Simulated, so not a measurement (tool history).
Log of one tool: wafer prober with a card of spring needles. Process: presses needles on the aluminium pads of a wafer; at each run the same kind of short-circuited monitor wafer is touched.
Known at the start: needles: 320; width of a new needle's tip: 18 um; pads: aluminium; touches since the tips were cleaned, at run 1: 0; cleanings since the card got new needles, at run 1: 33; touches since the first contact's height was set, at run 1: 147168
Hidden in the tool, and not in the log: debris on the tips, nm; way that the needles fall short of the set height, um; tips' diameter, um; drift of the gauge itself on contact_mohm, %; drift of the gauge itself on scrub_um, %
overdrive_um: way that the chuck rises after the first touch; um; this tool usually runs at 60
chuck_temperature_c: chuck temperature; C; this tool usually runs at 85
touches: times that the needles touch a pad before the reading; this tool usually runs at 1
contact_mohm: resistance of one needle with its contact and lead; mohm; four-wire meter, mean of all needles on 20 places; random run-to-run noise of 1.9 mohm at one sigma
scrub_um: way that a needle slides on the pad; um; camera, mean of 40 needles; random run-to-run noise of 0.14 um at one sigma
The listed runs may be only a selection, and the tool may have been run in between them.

run   hour  overdrive_um  chuck_temperature_c  touches  touches since the tips were cleaned  cleanings since the card got new needles  touches since the first contact's height was set  contact_mohm  scrub_um
  1    0.0            60                   85        1                                    0                                        33                                            147168           204     11.72
  2    6.9            60                   85        1                                 2476                                        33                                            149644           302     11.84
      11.9  -- tips cleaned on abrasive film
  3   17.7            60                   85        1                                 2073                                        34                                            153504           296     11.58
      23.5  -- tips cleaned on abrasive film
  4   23.9            60                   85        1                                  148                                        35                                            155696           220     11.62
  5   29.3            60                   85        1                                 2103                                        35                                            157651           293     11.82
      35.6  -- tips cleaned on abrasive film
  6   39.6            60                   85        1                                 1419                                        36                                            161307           279     11.54
  7   45.8            60                   30        1                                 3669                                        36                                            163557           317     11.90
      47.5  -- tips cleaned on abrasive film
  8   54.1            60                   30        1                                 2391                                        37                                            166498           287     11.50
      59.5  -- tips cleaned on abrasive film
  9   64.8            60                   30        1                                 1879                                        38                                            170300           279     11.83
      71.5  -- tips cleaned on abrasive film
 10   75.4            60                   85        1                                 1431                                        39                                            174101           281     11.37
      83.6  -- tips cleaned on abrasive film
 11   83.6            60                   85        1                                    0                                        40                                            176994           209     11.75
 12   90.3            60                   85        1                                 2413                                        40                                            179407           303     11.68
      95.6  -- tips cleaned on abrasive film
 13   98.2            60                  101        1                                  913                                        41                                            182218           265     11.36
 14  104.7            60                   41        1                                 3250                                        41                                            184555           322     11.79
     107.6  -- tips cleaned on abrasive film
 15  114.6            60                   41        1                                 2490                                        42                                            188079           302     11.53
     120.0  -- tips cleaned on abrasive film
 16  123.2            60                   85        1                                 1127                                        43                                            191139           268     11.36
     132.1  -- tips cleaned on abrasive film
 17  133.3            60                   85        1                                  413                                        44                                            194736           240     11.27
 18  142.2            60                   34        1                                 3618                                        44                                            197941           320     11.50
     144.2  -- tips cleaned on abrasive film
 19  149.0            63                   85        1                                 1725                                        45                                            200368           275     12.02
 20  154.8            63                   85        1                                 3803                                        45                                            202446           307     12.05
     156.1  -- tips cleaned on abrasive film
 21  161.1            73                   45        1                                 1790                                        46                                            204692           258     14.37
 22  165.8            73                   81        2                                 3470                                        46                                            206372           249     14.17
     167.8  -- tips cleaned on abrasive film
 23  172.4            56                   85        1                                 1644                                        47                                            208701           306     10.68
     179.7  -- tips cleaned on abrasive film
 24  180.3            56                   85        1                                  214                                        48                                            211512           225     10.65
 25  190.9            45                   85        1                                 4054                                        48                                            215352           429      8.41
     191.9  -- tips cleaned on abrasive film
 26  198.7            70                   62        2                                 2454                                        49                                            218120           247     13.76
     204.0  -- tips cleaned on abrasive film
 27  209.3            60                   91        2                                 1890                                        50                                            221885           259     11.17
     215.8  -- tips cleaned on abrasive film
 28  218.2            60                   91        2                                  859                                        51                                            225047           242     11.07
 29  225.1            62                   51        2                                 3352                                        51                                            227540           269     11.72
     228.0  -- tips cleaned on abrasive film
 30  230.8            60                   85        1                                 1005                                        52                                            229567           267     11.21
 31  238.6            50                   97        2                                 3804                                        52                                            232366           317      9.19
     239.6  -- tips cleaned on abrasive film
 32  243.3            52                   45        1                                 1340                                        53                                            234023           315      9.57
     251.4  -- tips cleaned on abrasive film
     253.1  -- height of the first contact set anew
 33  253.1            52                   45        1                                  510                                        54                                                 0           247     10.73
     263.6  -- tips cleaned on abrasive film
 34  264.5            60                   85        3                                  328                                        55                                              4065           215     12.68

Some steps in contact_mohm, run to run, broken into two amounts with sign: the step expected even without the hidden condition (settings, incoming material, random variation), and the rest, left for the hidden condition together with whatever gauge scatter is not in both the measured and the hidden-condition-free result:
Run 1 -> 2: no setting touched and nothing written in the log between the runs. contact_mohm +98 mohm: hidden state +91, all else +7.
Run 17 -> 18: chuck_temperature_c 85 -> 34. contact_mohm +80 mohm: hidden state +93, all else -13.
Run 24 -> 25: overdrive_um 56 -> 45. contact_mohm +204 mohm: hidden state +199, all else +5.
Run 25 -> 26: overdrive_um 45 -> 70, chuck_temperature_c 85 -> 62, touches 1 -> 2, tips cleaned on abrasive film. contact_mohm -182 mohm: hidden state -173, all else -9.
